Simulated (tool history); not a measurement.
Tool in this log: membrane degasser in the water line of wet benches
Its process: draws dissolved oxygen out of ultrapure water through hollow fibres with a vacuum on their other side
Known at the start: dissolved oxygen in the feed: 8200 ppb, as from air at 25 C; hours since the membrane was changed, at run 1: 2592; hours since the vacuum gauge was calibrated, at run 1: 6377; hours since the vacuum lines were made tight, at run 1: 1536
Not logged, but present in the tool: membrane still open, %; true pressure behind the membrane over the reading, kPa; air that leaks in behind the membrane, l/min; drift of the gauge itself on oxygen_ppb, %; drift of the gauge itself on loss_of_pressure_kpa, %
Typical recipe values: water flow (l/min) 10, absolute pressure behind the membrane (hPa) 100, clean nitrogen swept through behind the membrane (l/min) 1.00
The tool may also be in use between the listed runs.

run	day	water flow (l/min)	absolute pressure behind the membrane (hPa)	clean nitrogen swept through behind the membrane (l/min)	hours since the membrane was changed	hours since the vacuum gauge was calibrated	hours since the vacuum lines were made tight	dissolved oxygen in the water behind the degasser (ppb)	pressure that the water loses in the fibres (hPa)
1	0.000	10	100	1.00	2592	6377	1536	189.0	664.3
2	2.717	10	100	1.00	2657	6442	1601	188.3	664.5
3	4.717	10	100	1.00	2705	6490	1649	188.2	665.9
4	7.858	10	100	2.36	2780	6565	1725	97.1	661.4
5	9.717	10	100	2.36	2825	6610	1769	97.1	665.4
6	11.621	10	100	2.85	2871	6655	1815	84.2	665.8
7	13.717	10	72	1.00	2921	6706	1865	124.1	665.4
8	16.808	10	72	1.00	2995	6780	1939	124.9	664.6
9	20.121	8	149	1.95	3075	6860	2019	127.9	530.6
10	21.529	10	71	1.78	3109	6893	2053	80.9	666.3
11	23.179	10	71	1.78	3148	6933	2092	80.2	664.8
12	26.221	10	71	1.78	3221	7006	2165	80.8	665.9
13	28.221	10	71	1.78	3269	7054	2213	81.4	667.1
14	31.017	10	71	1.78	3336	7121	2280	81.3	669.5
15	32.492	10	71	1.78	3372	7156	2316	80.7	662.9
16	34.138	15	100	1.00	3411	7196	2355	362.3	998.1

Run by run, hidden condition taken away, random variation retained:
run	dissolved oxygen in the water behind the degasser (ppb)	pressure that the water loses in the fibres (hPa)
1	179.6	659.5
2	178.8	659.6
3	178.5	660.9
4	91.9	656.3
5	91.9	660.2
6	79.7	660.6
7	114.7	660.0
8	115.3	659.1
9	122.1	526.1
10	74.6	660.5
11	73.9	659.0
12	74.4	660.0
13	74.8	661.1
14	74.7	663.3
15	74.1	656.8
16	345.2	988.7

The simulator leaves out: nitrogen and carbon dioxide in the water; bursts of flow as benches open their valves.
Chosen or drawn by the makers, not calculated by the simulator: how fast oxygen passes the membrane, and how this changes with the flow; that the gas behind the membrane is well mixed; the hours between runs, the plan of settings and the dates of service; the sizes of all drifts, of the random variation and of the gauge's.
